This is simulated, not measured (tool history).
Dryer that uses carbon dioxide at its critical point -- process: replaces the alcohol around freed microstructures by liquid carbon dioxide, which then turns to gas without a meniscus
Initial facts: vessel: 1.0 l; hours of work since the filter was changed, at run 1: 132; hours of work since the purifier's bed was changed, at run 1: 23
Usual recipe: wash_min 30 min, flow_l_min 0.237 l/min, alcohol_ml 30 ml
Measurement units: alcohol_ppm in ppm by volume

run,hour,wash_min,flow_l_min,alcohol_ml,hours of work since the filter was changed,hours of work since the purifier's bed was changed,alcohol_ppm
1,0,30,0.237,30,132,23,214
2,9.7,30,0.237,30,137,28,230
3,16.7,30,0.237,30,141,32,235
4,28.8,30,0.237,30,148,39,252
5,35.2,30,0.237,30,151,42,243
6,49.1,30,0.237,30,159,50,252
7,57.4,23,0.237,56,163,54,1436
8,67.6,30,0.336,30,169,60,62
9,81.9,27,0.237,101,177,68,1402
10,94.4,22,0.268,30,183,75,622

The next listed run, before its measurement:
11,102.8,22,0.268,30,188,79,?

alcohol_ppm: 616 ppm by volume
Were there no unlogged condition in the tool, this run, its random variation unchanged, would have produced alcohol_ppm 285 ppm by volume.
